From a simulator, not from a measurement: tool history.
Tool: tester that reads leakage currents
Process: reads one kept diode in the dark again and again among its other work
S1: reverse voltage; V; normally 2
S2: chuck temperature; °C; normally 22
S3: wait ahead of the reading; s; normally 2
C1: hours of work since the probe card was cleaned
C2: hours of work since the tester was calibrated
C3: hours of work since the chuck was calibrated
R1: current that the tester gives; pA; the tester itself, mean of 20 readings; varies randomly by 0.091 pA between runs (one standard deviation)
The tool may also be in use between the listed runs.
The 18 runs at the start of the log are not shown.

run 19 day=128.7 | S1=2 S2=22 S3=2 | C1=334 C2=3890 C3=1354 | R1=23.66
-- day=133.771 tester calibrated
run 20 day=135.888 | S1=2 S2=56 S3=1.04 | C1=451 C2=35 C3=1471 | R1=347.46
run 21 day=144.317 | S1=1.05 S2=22 S3=0.61 | C1=590 C2=174 C3=1610 | R1=16.82
run 22 day=154.121 | S1=9.03 S2=38 S3=1.33 | C1=751 C2=335 C3=1772 | R1=215.34
run 23 day=161.312 | S1=1.4 S2=36 S3=7.64 | C1=869 C2=454 C3=1890 | R1=61.92
run 24 day=168.05 | S1=2 S2=22 S3=2.71 | C1=980 C2=565 C3=2001 | R1=23.91
-- day=173.875 chuck's temperature calibrated
run 25 day=176.721 | S1=2 S2=40 S3=4.74 | C1=1122 C2=706 C3=47 | R1=111.5
run 26 day=183.892 | S1=6.38 S2=30 S3=1.42 | C1=1240 C2=824 C3=165 | R1=99.87
run 27 day=190.467 | S1=2.86 S2=34 S3=0.43 | C1=1348 C2=933 C3=273 | R1=86.45
run 28 day=200.483 | S1=10.45 S2=25 S3=7.32 | C1=1513 C2=1098 C3=438 | R1=87.2
run 29 day=209.054 | S1=10.45 S2=25 S3=7.32 | C1=1654 C2=1239 C3=579 | R1=87.24
run 30 day=215.6 | S1=2.02 S2=31 S3=3.15 | C1=1762 C2=1347 C3=687 | R1=53.51
-- day=217.371 probe card cleaned and baked
run 31 day=220.45 | S1=3.46 S2=51 S3=1.09 | C1=51 C2=1424 C3=765 | R1=338.11
run 32 day=230.862 | S1=3.46 S2=53 S3=0.38 | C1=222 C2=1596 C3=937 | R1=391.27
run 33 day=236.025 | S1=3.46 S2=53 S3=0.38 | C1=307 C2=1681 C3=1022 | R1=388.44
run 34 day=240.392 | S1=3.46 S2=30 S3=2.75 | C1=379 C2=1753 C3=1094 | R1=65.42
run 35 day=244.817 | S1=2.66 S2=30 S3=2.75 | C1=452 C2=1826 C3=1166 | R1=55.64
run 36 day=251.679 | S1=6.1 S2=22 S3=2 | C1=565 C2=1939 C3=1280 | R1=46.35
run 37 day=257.079 | S1=6.1 S2=22 S3=2 | C1=654 C2=2028 C3=1368 | R1=46.36
run 38 day=262.338 | S1=6.1 S2=22 S3=2 | C1=741 C2=2114 C3=1455 | R1=46.55

Each row is a separate what-if for the run after 38, all from the same tool condition, not one after another. Results?
run A day=269.617 | S1=6.1 S2=52 S3=2 | C1=861 C2=2234 C3=1575 | R1=?
run B day=269.617 | S1=11.44 S2=22 S3=2 | C1=861 C2=2234 C3=1575 | R1=?
run C day=269.617 | S1=6.89 S2=28 S3=5.2 | C1=861 C2=2234 C3=1575 | R1=?

run=A R1=488.22
run=B R1=67.72
run=C R1=81.96
What these runs would have given with no unlogged condition in the tool:
run=A R1=521.7
run=B R1=70.44
run=C R1=86.85

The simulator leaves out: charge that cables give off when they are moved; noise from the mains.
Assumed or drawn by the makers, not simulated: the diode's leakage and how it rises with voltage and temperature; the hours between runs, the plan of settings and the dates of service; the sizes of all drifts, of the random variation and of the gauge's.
